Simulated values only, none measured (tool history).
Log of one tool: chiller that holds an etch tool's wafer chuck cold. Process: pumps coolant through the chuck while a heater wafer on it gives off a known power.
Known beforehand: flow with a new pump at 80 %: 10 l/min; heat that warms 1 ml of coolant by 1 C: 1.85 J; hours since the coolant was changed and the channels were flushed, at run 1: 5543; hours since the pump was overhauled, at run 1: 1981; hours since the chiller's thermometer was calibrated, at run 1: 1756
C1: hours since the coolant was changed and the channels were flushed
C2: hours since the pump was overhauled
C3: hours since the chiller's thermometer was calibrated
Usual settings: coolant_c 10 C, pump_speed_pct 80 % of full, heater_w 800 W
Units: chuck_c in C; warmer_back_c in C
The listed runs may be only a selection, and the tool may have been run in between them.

run 1 hour=0 | coolant_c=10 pump_speed_pct=80 heater_w=800 | C1=5543 C2=1981 C3=1756 | chuck_c=20.9 warmer_back_c=2.67
run 2 hour=36.1 | coolant_c=1 pump_speed_pct=80 heater_w=800 | C1=5579 C2=2018 C3=1792 | chuck_c=11.7 warmer_back_c=2.64
run 3 hour=75.1 | coolant_c=10 pump_speed_pct=61 heater_w=800 | C1=5618 C2=2057 C3=1831 | chuck_c=23.5 warmer_back_c=3.59
run 4 hour=115.4 | coolant_c=10 pump_speed_pct=61 heater_w=800 | C1=5658 C2=2097 C3=1871 | chuck_c=23.5 warmer_back_c=3.53
run 5 hour=153 | coolant_c=10 pump_speed_pct=84 heater_w=800 | C1=5696 C2=2134 C3=1909 | chuck_c=20.4 warmer_back_c=2.53
run 6 hour=182.1 | coolant_c=10 pump_speed_pct=84 heater_w=800 | C1=5725 C2=2164 C3=1938 | chuck_c=20.4 warmer_back_c=2.53
run 7 hour=227.7 | coolant_c=10 pump_speed_pct=84 heater_w=800 | C1=5770 C2=2209 C3=1984 | chuck_c=20.4 warmer_back_c=2.54
run 8 hour=270.4 | coolant_c=10 pump_speed_pct=84 heater_w=800 | C1=5813 C2=2252 C3=2026 | chuck_c=20.5 warmer_back_c=2.55
run 9 hour=313.1 | coolant_c=10 pump_speed_pct=84 heater_w=800 | C1=5856 C2=2295 C3=2069 | chuck_c=20.6 warmer_back_c=2.51
run 10 hour=340.5 | coolant_c=10 pump_speed_pct=84 heater_w=800 | C1=5883 C2=2322 C3=2097 | chuck_c=20.4 warmer_back_c=2.54
run 11 hour=382.9 | coolant_c=19 pump_speed_pct=83 heater_w=646 | C1=5925 C2=2364 C3=2139 | chuck_c=27.5 warmer_back_c=2.08
run 12 hour=405.9 | coolant_c=19 pump_speed_pct=83 heater_w=646 | C1=5948 C2=2387 C3=2162 | chuck_c=27.5 warmer_back_c=2.05
run 13 hour=440.7 | coolant_c=6 pump_speed_pct=68 heater_w=1144 | C1=5983 C2=2422 C3=2197 | chuck_c=23.7 warmer_back_c=4.53
run 14 hour=472.7 | coolant_c=1 pump_speed_pct=82 heater_w=800 | C1=6015 C2=2454 C3=2229 | chuck_c=11.8 warmer_back_c=2.56
run 15 hour=510.6 | coolant_c=0 pump_speed_pct=70 heater_w=952 | C1=6053 C2=2492 C3=2267 | chuck_c=14.5 warmer_back_c=3.71
run 16 hour=547.4 | coolant_c=18 pump_speed_pct=73 heater_w=704 | C1=6090 C2=2529 C3=2303 | chuck_c=28.5 warmer_back_c=2.55
run 17 hour=578 | coolant_c=18 pump_speed_pct=73 heater_w=704 | C1=6121 C2=2560 C3=2334 | chuck_c=28.4 warmer_back_c=2.59

Here are 3 independent what-if runs from the current tool condition. What would each one return?
run A hour=602 | coolant_c=10 pump_speed_pct=73 heater_w=704 | C1=6145 C2=2583 C3=2358 | chuck_c=? warmer_back_c=?
run B hour=602 | coolant_c=18 pump_speed_pct=73 heater_w=1188 | C1=6145 C2=2583 C3=2358 | chuck_c=? warmer_back_c=?
run C hour=602 | coolant_c=2 pump_speed_pct=63 heater_w=528 | C1=6145 C2=2583 C3=2358 | chuck_c=? warmer_back_c=?

run=A chuck_c=20.5 warmer_back_c=2.61
run=B chuck_c=35.4 warmer_back_c=4.35
run=C chuck_c=10.9 warmer_back_c=2.24
With no hidden state in the tool, these same runs would have given:
run=A chuck_c=19.5 warmer_back_c=2.55
run=B chuck_c=33.8 warmer_back_c=4.23
run=C chuck_c=10.1 warmer_back_c=2.18

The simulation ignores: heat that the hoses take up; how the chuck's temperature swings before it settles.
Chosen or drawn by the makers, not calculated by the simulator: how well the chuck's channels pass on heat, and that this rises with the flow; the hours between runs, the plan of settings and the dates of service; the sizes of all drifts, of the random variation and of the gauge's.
